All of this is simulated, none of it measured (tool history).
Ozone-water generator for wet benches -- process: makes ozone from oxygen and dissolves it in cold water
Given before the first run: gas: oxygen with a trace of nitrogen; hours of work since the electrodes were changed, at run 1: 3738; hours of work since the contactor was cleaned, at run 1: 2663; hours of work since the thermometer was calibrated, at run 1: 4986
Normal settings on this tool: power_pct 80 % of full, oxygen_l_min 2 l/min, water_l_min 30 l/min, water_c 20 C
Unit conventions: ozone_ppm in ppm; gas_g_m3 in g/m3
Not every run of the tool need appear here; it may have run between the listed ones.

run,hour,power_pct,oxygen_l_min,water_l_min,water_c,hours of work since the electrodes were changed,hours of work since the contactor was cleaned,hours of work since the thermometer was calibrated,ozone_ppm,gas_g_m3
1,0,80,2,30,20,3738,2663,4986,8.7,191.7
2,72.7,80,2,30,20,3792,2718,5041,8.7,193.1
3,210.2,80,2,30,20,3896,2822,5145,8.8,191.8
4,304.1,80,2,30,20,3967,2893,5216,8.8,191.5
5,384.9,80,2.9,30,20,4028,2953,5276,9.8,161.3
6,453,80,2,30,20,4079,3005,5328,8.7,190.7
7,558.5,80,2,30,20,4158,3084,5407,8.9,193.2
8,698.6,80,2,30,22,4264,3190,5513,8.8,192.3
9,823,80,2,30,22,4358,3284,5607,8.8,192.4
# hour 908.1: water thermometer calibrated
10,929.7,80,1.05,30,20,4438,3363,16,6.9,263.1
11,1035,80,1.05,30,20,4517,3443,96,6.7,260.2
12,1114.1,80,1.05,30,20,4577,3502,155,6.9,258.3
13,1257.3,80,1.05,30,20,4684,3610,263,7,263.1
14,1367,80,1.05,30,20,4767,3693,346,6.9,262.5
15,1436,80,1.46,30,20,4819,3745,398,8,223.3
16,1566.7,80,2,30,20,4918,3843,496,8.9,191.3
17,1652.6,80,2.31,21,21,4982,3908,561,13,179.4
# hour 1716.7: contactor cleaned
18,1733.1,80,2.31,21,21,5040,12,619,12.7,181.3
19,1847.9,65,1.12,21,21,5126,99,705,9.1,224.7
20,1998.3,84,2.01,30,20,5240,212,818,9.1,199
21,2098.7,80,2,30,16,5315,288,894,9.2,190.4
22,2184.4,44,1.53,27,16,5380,352,959,6.5,152.2
23,2285.8,76,2,30,20,5456,429,1035,8.5,187.1
24,2375.7,47,2.32,37,15,5524,497,1103,5.6,131.5
25,2493.1,45,2.98,37,21,5613,585,1191,5.8,112.5
26,2569.9,73,3.16,44,18,5670,643,1249,6.7,147.3
27,2700.6,73,3.16,44,18,5769,741,1348,6.6,147
28,2842.2,73,3.16,44,18,5876,848,1454,6.6,147.3
29,2929.3,90,2,27,20,5941,914,1520,10.6,205.4
30,3018.5,80,2.27,31,20,6008,981,1587,8.9,181.5
31,3143.6,80,2.27,31,20,6103,1075,1681,8.8,180.7

Estimate the outcome of run 32 from the log above:
32,3220.2,50,2,38,20,6160,1133,1739,?,?

ozone_ppm: 5.1 ppm
gas_g_m3: 146 g/m3
Were there no unlogged condition in the tool, this run, its random variation unchanged, would have produced ozone_ppm 5.1 ppm, gas_g_m3 146.2 g/m3.
